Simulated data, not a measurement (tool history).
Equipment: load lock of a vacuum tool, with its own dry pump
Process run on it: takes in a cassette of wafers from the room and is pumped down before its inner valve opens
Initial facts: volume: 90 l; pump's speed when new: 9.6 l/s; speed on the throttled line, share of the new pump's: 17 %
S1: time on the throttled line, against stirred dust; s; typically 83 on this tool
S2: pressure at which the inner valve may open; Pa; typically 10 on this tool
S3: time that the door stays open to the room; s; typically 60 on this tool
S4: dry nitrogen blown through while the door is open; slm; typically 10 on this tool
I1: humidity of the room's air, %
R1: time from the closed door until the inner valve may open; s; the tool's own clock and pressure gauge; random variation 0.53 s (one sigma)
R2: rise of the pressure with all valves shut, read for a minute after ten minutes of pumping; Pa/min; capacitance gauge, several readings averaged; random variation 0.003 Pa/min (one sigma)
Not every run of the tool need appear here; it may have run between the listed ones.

{"run": 1, "hour": 0.0, "S1": 83, "S2": 10, "S3": 60, "S4": 10, "I1": 45.2, "R1": 163.9, "R2": 0.062}
{"run": 2, "hour": 345.8, "S1": 83, "S2": 10, "S3": 60, "S4": 10, "I1": 46.2, "R1": 165.2, "R2": 0.072}
{"run": 3, "hour": 879.8, "S1": 83, "S2": 10, "S3": 60, "S4": 10, "I1": 46.7, "R1": 164.6, "R2": 0.072}
{"run": 4, "hour": 1266.9, "S1": 83, "S2": 10, "S3": 60, "S4": 10, "I1": 44.3, "R1": 165.5, "R2": 0.072}
{"run": 5, "hour": 1806.4, "S1": 83, "S2": 10, "S3": 60, "S4": 10, "I1": 43.9, "R1": 165.3, "R2": 0.076}
{"run": 6, "hour": 2238.5, "S1": 83, "S2": 10, "S3": 60, "S4": 10, "I1": 43.8, "R1": 165.8, "R2": 0.072}
{"run": 7, "hour": 2643.1, "S1": 83, "S2": 10, "S3": 60, "S4": 10, "I1": 41.3, "R1": 166.4, "R2": 0.078}
{"run": 8, "hour": 2975.3, "S1": 83, "S2": 10, "S3": 60, "S4": 10, "I1": 46.9, "R1": 166.6, "R2": 0.086}
{"run": 9, "hour": 3484.0, "S1": 83, "S2": 10, "S3": 60, "S4": 10, "I1": 47.7, "R1": 167.0, "R2": 0.09}
{"run": 10, "hour": 4030.2, "S1": 83, "S2": 10, "S3": 60, "S4": 10, "I1": 45.8, "R1": 168.2, "R2": 0.085}
{"run": 11, "hour": 4569.9, "S1": 83, "S2": 10, "S3": 60, "S4": 10, "I1": 42.1, "R1": 168.0, "R2": 0.088}
{"run": 12, "hour": 4946.0, "S1": 83, "S2": 10, "S3": 60, "S4": 6, "I1": 45.7, "R1": 167.4, "R2": 0.105}
{"run": 13, "hour": 5290.2, "S1": 83, "S2": 10, "S3": 60, "S4": 6, "I1": 45.7, "R1": 168.6, "R2": 0.103}
{"run": 14, "hour": 5733.6, "S1": 83, "S2": 10, "S3": 60, "S4": 6, "I1": 42.4, "R1": 169.0, "R2": 0.1}
{"run": 15, "hour": 6011.9, "S1": 83, "S2": 10, "S3": 60, "S4": 6, "I1": 47.9, "R1": 169.1, "R2": 0.111}
{"run": 16, "hour": 6511.8, "S1": 48, "S2": 17, "S3": 60, "S4": 12, "I1": 46.3, "R1": 134.4, "R2": 0.108}
{"run": 17, "hour": 6969.3, "S1": 48, "S2": 17, "S3": 60, "S4": 12, "I1": 45.4, "R1": 134.4, "R2": 0.113}
{"run": 18, "hour": 7493.5, "S1": 48, "S2": 17, "S3": 60, "S4": 12, "I1": 44.4, "R1": 136.8, "R2": 0.106}
{"run": 19, "hour": 7894.4, "S1": 136, "S2": 10, "S3": 40, "S4": 10, "I1": 46.7, "R1": 213.3, "R2": 0.104}
{"run": 20, "hour": 8222.1, "S1": 66, "S2": 10, "S3": 40, "S4": 10, "I1": 46.5, "R1": 156.5, "R2": 0.115}
{"run": 21, "hour": 8593.7, "S1": 66, "S2": 9, "S3": 40, "S4": 27, "I1": 45.0, "R1": 157.5, "R2": 0.105}
{"run": 22, "hour": 8884.9, "S1": 45, "S2": 17, "S3": 71, "S4": 10, "I1": 45.4, "R1": 134.0, "R2": 0.137}
{"run": 23, "hour": 9420.7, "S1": 103, "S2": 12, "S3": 60, "S4": 10, "I1": 41.9, "R1": 183.7, "R2": 0.136}
{"run": 24, "hour": 9790.4, "S1": 83, "S2": 16, "S3": 60, "S4": 7, "I1": 44.4, "R1": 165.8, "R2": 0.146}
{"run": 25, "hour": 10336.1, "S1": 83, "S2": 10, "S3": 215, "S4": 10, "I1": 46.2, "R1": 172.5, "R2": 0.195}
{"run": 26, "hour": 10909.1, "S1": 83, "S2": 10, "S3": 215, "S4": 10, "I1": 45.4, "R1": 171.4, "R2": 0.202}
{"run": 27, "hour": 11494.5, "S1": 83, "S2": 10, "S3": 215, "S4": 10, "I1": 42.3, "R1": 154.8, "R2": 0.202}
{"run": 28, "hour": 12096.9, "S1": 83, "S2": 10, "S3": 215, "S4": 10, "I1": 44.2, "R1": 155.6, "R2": 0.211}

Not shown here: 1 entry made in the log between runs. Locate each between two listed runs and compare the hidden state at the listed run before it with the hidden state at the listed run after it:
From run 26 to run 27: dry pump taken out, an overhauled one fitted (hour 11178.4)
  pump's speed, % of a new pump's: 82.3 -> 101.1; leak at the door's seal, Pa l/s: 0.1698 -> 0.1795
  the result without the hidden state subtracted from the measured one, R1: +15.9 -> -0.8 s; R2: +0.110 -> +0.117 Pa/min
